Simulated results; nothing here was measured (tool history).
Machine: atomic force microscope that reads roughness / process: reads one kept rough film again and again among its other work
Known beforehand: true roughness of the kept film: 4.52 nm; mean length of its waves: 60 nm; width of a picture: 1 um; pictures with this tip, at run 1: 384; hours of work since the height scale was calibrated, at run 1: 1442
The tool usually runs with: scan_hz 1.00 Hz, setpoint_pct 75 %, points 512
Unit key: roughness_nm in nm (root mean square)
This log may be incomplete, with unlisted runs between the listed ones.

run,hour,scan_hz,setpoint_pct,points,pictures with this tip,hours of work since the height scale was calibrated,roughness_nm
1,0.0,1.00,75,512,384,1442,4.254
# hour 6.0: new tip fitted
2,30.1,1.00,75,512,45,1464,4.277
3,90.3,1.00,75,342,157,1508,4.258
4,130.7,1.00,75,342,232,1537,4.246
5,181.8,1.00,75,342,327,1574,4.237
# hour 222.9: new tip fitted
6,226.3,1.00,75,512,6,1606,4.285
7,288.5,1.00,75,512,122,1651,4.280
8,319.7,1.00,75,512,180,1674,4.262
9,383.9,1.31,75,512,299,1720,4.232
10,421.1,1.00,75,283,368,1747,4.250
# hour 436.5: new tip fitted
11,480.0,1.00,75,283,81,1790,4.283
12,531.8,1.05,75,512,177,1828,4.264
13,581.4,0.63,67,512,269,1864,4.318
14,634.6,0.72,75,924,368,1902,4.299
# hour 652.3: new tip fitted
15,691.8,0.69,82,567,73,1943,4.270
16,733.1,0.88,82,534,150,1973,4.252
17,762.4,0.88,69,534,205,1995,4.309
18,809.1,1.00,90,260,291,2029,4.123
# hour 865.2: new tip fitted
19,865.2,1.00,77,280,0,2069,4.284
20,916.6,1.00,79,480,95,2106,4.230
21,955.7,1.52,79,370,168,2135,4.209

3 options for the next run, each taken on its own from the tool as it stands now. Forecast them:
A,995.5,1.00,75,435,242,2164,?
B,995.5,0.93,75,893,242,2164,?
C,995.5,2.71,77,316,242,2164,?

run,roughness_nm
A,4.265
B,4.246
C,4.059
What these runs would have given with no unlogged condition in the tool:
run,roughness_nm
A,4.272
B,4.253
C,4.066

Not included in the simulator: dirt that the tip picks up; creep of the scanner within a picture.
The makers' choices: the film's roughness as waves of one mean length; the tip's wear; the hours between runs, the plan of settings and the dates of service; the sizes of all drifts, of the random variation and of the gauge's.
